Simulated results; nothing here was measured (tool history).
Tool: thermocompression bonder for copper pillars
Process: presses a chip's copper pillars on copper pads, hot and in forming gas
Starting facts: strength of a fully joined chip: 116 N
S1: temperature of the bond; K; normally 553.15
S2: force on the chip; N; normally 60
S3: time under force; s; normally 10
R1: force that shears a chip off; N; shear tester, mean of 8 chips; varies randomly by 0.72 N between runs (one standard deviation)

run,hour,S1,S2,S3,R1
1,0.0,553.15,60,10,45.7
2,22.6,553.15,60,10,45.5
3,54.8,553.15,60,10,46.1
4,85.7,553.15,60,10,43.9
5,131.1,553.15,60,10,44.5
6,171.6,553.15,63,10,45.9
7,194.9,553.15,63,10,45.3
8,233.7,553.15,63,10,44.4
9,277.8,553.15,63,10,42.9
10,308.2,573.15,60,10,55.1
11,356.3,573.15,60,10,54.3
12,379.9,553.15,60,10,40.7
13,414.2,553.15,60,10,40.3
14,443.7,546.15,60,10,35.2
# hour 457.6: forming gas filter changed
15,486.9,546.15,60,10,38.3
16,514.7,546.15,60,10,38.9
17,551.4,546.15,60,10,38.3
18,588.5,553.15,60,10,42.6
19,625.2,553.15,60,10,42.1
20,666.5,536.15,60,10,30.8

Run 21 comes next. What will it give?
21,699.3,549.15,57,17,?

{"run 21": {"R1": 44.1}}
On a tool with no hidden condition, and with the same random variation, this run would have come out at R1 55.0 N.
